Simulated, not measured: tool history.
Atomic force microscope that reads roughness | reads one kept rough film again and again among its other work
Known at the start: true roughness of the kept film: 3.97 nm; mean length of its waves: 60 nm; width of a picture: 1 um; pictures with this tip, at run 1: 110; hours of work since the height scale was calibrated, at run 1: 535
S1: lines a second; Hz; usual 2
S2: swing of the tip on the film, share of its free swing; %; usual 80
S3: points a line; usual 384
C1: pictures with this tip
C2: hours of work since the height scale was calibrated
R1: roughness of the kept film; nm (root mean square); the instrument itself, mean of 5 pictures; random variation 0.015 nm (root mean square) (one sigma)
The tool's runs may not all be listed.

run     day    S1  S2   S3   C1   C2     R1
  1       0     2  80  384  110  535  3.398
  2   1.025     2  80  384  143  545  3.351
  3   2.017     2  80  384  175  554  3.305
  4   2.575     2  80  384  192  560  3.316
  5   3.588     2  80  384  225  570  3.249
      3.796  -- new tip fitted
  6   4.367     2  73  384   19  577  3.648
  7   5.246     2  73  384   47  586  3.604
  8    6.15  3.64  80  384   75  595  3.248
  9   6.771  3.64  80  384   95  601  3.238
 10   7.675  1.51  80  384  124  610  3.493
 11    8.25  1.51  80  384  142  615  3.486
 12   8.929  1.03  66  333  164  622  3.605
 13  10.262     2  68  951  206  635  3.479
     11.075  -- new tip fitted
 14  11.629  2.51  74  445   18  648  3.575
 15  12.342  2.51  74  445   41  655   3.53
 16  12.996  2.51  74  445   62  661  3.536
 17  13.954  3.24  81  469   92  671   3.27
 18  15.071  3.24  73  554  128  682  3.387
 19  16.388  3.24  73  554  170  695  3.321

Measured less the same run without the tool's hidden state. The same run-to-run variation is in both; the gauge's scatter may not be:
The hidden state here: radius of the tip, nm; height scale over the true one, %; drift of the gauge itself on roughness_nm, %.
run      R1
  1  -0.146
  2  -0.188
  3   -0.22
  4  -0.242
  5  -0.276
  6      +0
  7  -0.037
  8  -0.062
  9  -0.088
 10  -0.133
 11  -0.158
 12  -0.195
 13  -0.237
 14  -0.003
 15  -0.033
 16  -0.058
 17  -0.087
 18  -0.136
 19  -0.187
